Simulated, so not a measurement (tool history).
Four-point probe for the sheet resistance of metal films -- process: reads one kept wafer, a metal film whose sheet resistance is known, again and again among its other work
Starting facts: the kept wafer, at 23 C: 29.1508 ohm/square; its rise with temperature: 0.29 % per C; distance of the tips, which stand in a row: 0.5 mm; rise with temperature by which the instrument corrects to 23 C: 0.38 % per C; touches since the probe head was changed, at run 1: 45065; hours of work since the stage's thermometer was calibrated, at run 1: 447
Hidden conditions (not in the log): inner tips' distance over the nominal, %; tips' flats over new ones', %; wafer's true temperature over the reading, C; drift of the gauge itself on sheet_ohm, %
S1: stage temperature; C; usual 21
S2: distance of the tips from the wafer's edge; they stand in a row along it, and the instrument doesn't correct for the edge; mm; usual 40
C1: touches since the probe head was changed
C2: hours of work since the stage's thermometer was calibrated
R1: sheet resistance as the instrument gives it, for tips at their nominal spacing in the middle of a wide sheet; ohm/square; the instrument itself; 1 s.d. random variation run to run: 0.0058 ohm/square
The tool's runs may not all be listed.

run	day	S1	S2	C1	C2	R1
1	0	21	40	45065	447	29.196701
2	2.45	26	40	47222	479	29.066121
3	3.842	26	40	48446	497	29.057586
4	6.425	26	40	50719	531	29.051854
5	7.879	26	26	52002	551	29.051488
6	9.692	26	26	53596	574	29.049982
7	10.917	26	53	54675	591	29.036599
8	13.108	31	40	56602	619	28.906166
9	15.338	19	40	58567	649	29.201887
10	17.088	21	12	60105	672	29.175441
11	18.283	25	12	61159	687	29.07168
12	20.579	32	12	63179	718	28.893885
# day 20.825: stage's thermometer calibrated
13	23.088	21	40	65370	30	29.144627
14	24.633	21	40	66729	50	29.14013
15	25.925	21	40	67869	67	29.140596
16	27.929	21	40	69631	93	29.138159
17	30.362	21	40	71775	125	29.122456
# day 30.6: stage's thermometer calibrated, once more
18	32.271	21	54	73433	22	29.098347
19	33.962	21	54	74923	44	29.088854
20	36.062	35	40	76774	72	28.750553
21	38.242	35	40	78691	101	28.742357
22	39.571	26	50	79861	118	28.945445
23	40.746	27	70	80895	133	28.923879
24	43.079	19	40	82951	164	29.104315
25	45.038	23	52	84672	190	29.009365
26	46.2	23	5	85696	205	29.162896
27	48.117	20	5	87384	230	29.231985
28	49.679	20	5	88760	251	29.232833
29	52.254	19	6	91027	285	29.189087
30	53.658	19	6	92260	303	29.186526
31	55.167	21	6	93591	323	29.138874
32	56.917	21	6	95130	346	29.13076
33	58.412	34	28	96445	366	28.718989
34	60.104	34	28	97937	388	28.723861
35	61.958	34	28	99570	413	28.710113
36	63.4	34	25	100836	431	28.700074
37	65.646	19	25	102813	461	29.068551
38	67.854	19	25	104759	490	29.049044
39	69.954	23	31	106605	518	28.949401

Across each entry between runs, compare the hidden state at the last listed run before it with the hidden state at the first listed run after it:
Between runs 12 and 13: stage's thermometer calibrated (day 20.825)
  inner tips' distance over the nominal, %: -0.263 -> -0.285; tips' flats over new ones', %: 46 -> 48; wafer's true temperature over the reading, C: 0.23 -> 0.34
  the result without the hidden state subtracted from the measured one, R1: -0.063292 -> -0.060842 ohm/square
Between runs 17 and 18: stage's thermometer calibrated, once more (day 30.6)
  inner tips' distance over the nominal, %: -0.348 -> -0.366; tips' flats over new ones', %: 52 -> 54; wafer's true temperature over the reading, C: 0.36 -> 0.06
  the result without the hidden state subtracted from the measured one, R1: -0.078573 -> -0.110223 ohm/square
